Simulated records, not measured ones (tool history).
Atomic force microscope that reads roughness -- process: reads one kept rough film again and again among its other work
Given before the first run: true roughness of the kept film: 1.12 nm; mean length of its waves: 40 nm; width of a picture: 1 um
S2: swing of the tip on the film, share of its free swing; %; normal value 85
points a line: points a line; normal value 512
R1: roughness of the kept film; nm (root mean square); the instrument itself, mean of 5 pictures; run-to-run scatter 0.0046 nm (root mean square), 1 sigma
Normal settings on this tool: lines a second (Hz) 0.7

Run 1, hour 0: usual settings. Result: R1 1.015 nm (root mean square).
Run 2, hour 7.7: usual settings. Result: R1 1.005 nm (root mean square).
Run 3, hour 14.7: usual settings. Result: R1 0.996 nm (root mean square).
Run 4, hour 18.8: usual settings. Result: R1 1.007 nm (root mean square).
Run 5, hour 23.8: usual settings but lines a second (Hz) 2.228. Result: R1 0.932 nm (root mean square).
Run 6, hour 31.4: usual settings but lines a second (Hz) 2.228. Result: R1 0.93 nm (root mean square).
Run 7, hour 35.7: usual settings but lines a second (Hz) 2.228. Result: R1 0.93 nm (root mean square).
Run 8, hour 42.1: usual settings but lines a second (Hz) 2.228. Result: R1 0.92 nm (root mean square).
Run 9, hour 46.7: usual settings. Result: R1 0.984 nm (root mean square).
Run 10, hour 53.3: usual settings. Result: R1 0.986 nm (root mean square).
Run 11, hour 60.6: usual settings. Result: R1 0.984 nm (root mean square).
Run 12, hour 64.7: usual settings. Result: R1 0.979 nm (root mean square).
Run 13, hour 74.3: usual settings. Result: R1 0.971 nm (root mean square).
At hour 79.8: new tip fitted.
Run 14, hour 83.4: usual settings but lines a second (Hz) 2.121. Result: R1 0.985 nm (root mean square).
Run 15, hour 93.1: usual settings but lines a second (Hz) 2.121. Result: R1 0.967 nm (root mean square).
Run 16, hour 97.3: usual settings but lines a second (Hz) 2.417. Result: R1 0.959 nm (root mean square).
Run 17, hour 106.5: usual settings but lines a second (Hz) 2.417. Result: R1 0.959 nm (root mean square).
Run 18, hour 115.9: usual settings but points a line 796. Result: R1 1.03 nm (root mean square).
Run 19, hour 123: usual settings. Result: R1 1.028 nm (root mean square).
Run 20, hour 128.5: usual settings. Result: R1 1.028 nm (root mean square).
Run 21, hour 133.1: usual settings but lines a second (Hz) 3.031, S2 81 %, points a line 427. Result: R1 0.938 nm (root mean square).
Run 22, hour 137.5: usual settings but lines a second (Hz) 3.031, S2 81 %, points a line 427. Result: R1 0.938 nm (root mean square).
Run 23, hour 146: usual settings but lines a second (Hz) 3.883, S2 86 %, points a line 427. Result: R1 0.872 nm (root mean square).
Run 24, hour 155.4: usual settings but lines a second (Hz) 0.957, S2 71 %, points a line 263. Result: R1 1.02 nm (root mean square).
Run 25, hour 162.4: usual settings but lines a second (Hz) 0.957, S2 61 %, points a line 471. Result: R1 1.018 nm (root mean square).
Run 26, hour 169.7: usual settings but lines a second (Hz) 1.44, S2 61 %, points a line 931. Result: R1 1.009 nm (root mean square).
Run 27, hour 176.8: usual settings but lines a second (Hz) 1.44, S2 61 %, points a line 931. Result: R1 1.005 nm (root mean square).
Run 28, hour 182: usual settings but lines a second (Hz) 1.831, S2 76 %, points a line 931. Result: R1 0.965 nm (root mean square).
Run 29, hour 187.5: usual settings but lines a second (Hz) 1.581, S2 69 %. Result: R1 0.978 nm (root mean square).
Run 30, hour 197.6: usual settings but lines a second (Hz) 2.295, S2 76 %, points a line 545. Result: R1 0.942 nm (root mean square).
Run 31, hour 203.1: usual settings but lines a second (Hz) 2.295, S2 76 %, points a line 545. Result: R1 0.937 nm (root mean square).
At hour 210: new tip fitted.
Run 32, hour 210.4: usual settings but lines a second (Hz) 0.692, S2 67 %, points a line 858. Result: R1 1.086 nm (root mean square).
Run 33, hour 215.3: usual settings but lines a second (Hz) 0.819, S2 67 %, points a line 340. Result: R1 1.066 nm (root mean square).
Run 34, hour 223.8: usual settings but lines a second (Hz) 0.819, S2 80 %, points a line 668. Result: R1 1.049 nm (root mean square).
Run 35, hour 229.1: usual settings but lines a second (Hz) 1.997, points a line 262. Result: R1 0.975 nm (root mean square).
Run 36, hour 235.1: usual settings but lines a second (Hz) 3.505, points a line 387. Result: R1 0.915 nm (root mean square).
Run 37, hour 240.1: usual settings but lines a second (Hz) 3.505, points a line 387. Result: R1 0.909 nm (root mean square).
Run 38, hour 246: usual settings but lines a second (Hz) 3.505, S2 70 %, points a line 387. Result: R1 0.987 nm (root mean square).
Run 39, hour 251.6: usual settings but points a line 984. Result: R1 1.036 nm (root mean square).
Run 40, hour 257.6: usual settings but points a line 984. Result: R1 1.026 nm (root mean square).

Here are 3 independent what-if runs from the current tool condition. What would each one return?
Run A, hour 261.7: usual settings but points a line 609. Result: R1 ?.
Run B, hour 261.7: usual settings but lines a second (Hz) 1.353, S2 77 %, points a line 984. Result: R1 ?.
Run C, hour 261.7: usual settings but lines a second (Hz) 1.036, S2 83 %, points a line 984. Result: R1 ?.

run     R1
  A  1.026
  B  1.007
  C  1.007
Take away the tool's hidden state, keep each run's random variation, and the runs would have read:
run     R1
  A  1.058
  B  1.039
  C  1.039
